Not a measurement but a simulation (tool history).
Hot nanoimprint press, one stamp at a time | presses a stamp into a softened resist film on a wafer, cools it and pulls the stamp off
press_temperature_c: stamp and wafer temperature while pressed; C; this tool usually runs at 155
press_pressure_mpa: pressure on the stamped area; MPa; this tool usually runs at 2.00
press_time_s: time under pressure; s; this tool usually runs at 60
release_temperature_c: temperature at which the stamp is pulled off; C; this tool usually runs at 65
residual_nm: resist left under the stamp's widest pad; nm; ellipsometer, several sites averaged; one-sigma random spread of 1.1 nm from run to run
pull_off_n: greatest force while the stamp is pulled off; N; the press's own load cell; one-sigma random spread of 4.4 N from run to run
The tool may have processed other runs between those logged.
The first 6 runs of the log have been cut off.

{"run": 7, "day": 3.142, "press_temperature_c": 155, "press_pressure_mpa": 2.0, "press_time_s": 60, "release_temperature_c": 65, "residual_nm": 172.5, "pull_off_n": 263}
{"day": 3.492, "done": "plate thermocouple calibrated"}
{"run": 8, "day": 3.588, "press_temperature_c": 155, "press_pressure_mpa": 2.0, "press_time_s": 60, "release_temperature_c": 65, "residual_nm": 174.3, "pull_off_n": 281}
{"run": 9, "day": 4.296, "press_temperature_c": 155, "press_pressure_mpa": 2.0, "press_time_s": 60, "release_temperature_c": 65, "residual_nm": 175.9, "pull_off_n": 276}
{"run": 10, "day": 4.633, "press_temperature_c": 155, "press_pressure_mpa": 2.0, "press_time_s": 60, "release_temperature_c": 65, "residual_nm": 175.4, "pull_off_n": 273}
{"run": 11, "day": 5.154, "press_temperature_c": 155, "press_pressure_mpa": 1.53, "press_time_s": 60, "release_temperature_c": 65, "residual_nm": 196.7, "pull_off_n": 265}
{"run": 12, "day": 5.867, "press_temperature_c": 155, "press_pressure_mpa": 1.53, "press_time_s": 60, "release_temperature_c": 65, "residual_nm": 198.2, "pull_off_n": 277}
{"run": 13, "day": 6.296, "press_temperature_c": 155, "press_pressure_mpa": 1.53, "press_time_s": 60, "release_temperature_c": 65, "residual_nm": 196.4, "pull_off_n": 274}
{"run": 14, "day": 6.946, "press_temperature_c": 155, "press_pressure_mpa": 1.53, "press_time_s": 60, "release_temperature_c": 65, "residual_nm": 200.6, "pull_off_n": 276}
{"day": 7.329, "done": "plate thermocouple calibrated, once more"}
{"run": 15, "day": 7.804, "press_temperature_c": 161, "press_pressure_mpa": 2.0, "press_time_s": 60, "release_temperature_c": 65, "residual_nm": 145.2, "pull_off_n": 267}
{"run": 16, "day": 8.158, "press_temperature_c": 161, "press_pressure_mpa": 2.0, "press_time_s": 36, "release_temperature_c": 61, "residual_nm": 169.1, "pull_off_n": 292}
{"run": 17, "day": 8.871, "press_temperature_c": 161, "press_pressure_mpa": 2.0, "press_time_s": 36, "release_temperature_c": 61, "residual_nm": 170.8, "pull_off_n": 298}
{"run": 18, "day": 9.425, "press_temperature_c": 166, "press_pressure_mpa": 1.52, "press_time_s": 60, "release_temperature_c": 65, "residual_nm": 145.7, "pull_off_n": 270}

Forecast run 19:
{"day": 10.321, "done": "stamp cleaned and given a new release coat"}
{"run": 19, "day": 10.417, "press_temperature_c": 147, "press_pressure_mpa": 2.51, "press_time_s": 44, "release_temperature_c": 62, "residual_nm": "?", "pull_off_n": "?"}

residual_nm: 202.8 nm
pull_off_n: 247 N
Were there no unlogged condition in the tool, this run, its random variation unchanged, would have produced residual_nm 200.9 nm, pull_off_n 246 N.

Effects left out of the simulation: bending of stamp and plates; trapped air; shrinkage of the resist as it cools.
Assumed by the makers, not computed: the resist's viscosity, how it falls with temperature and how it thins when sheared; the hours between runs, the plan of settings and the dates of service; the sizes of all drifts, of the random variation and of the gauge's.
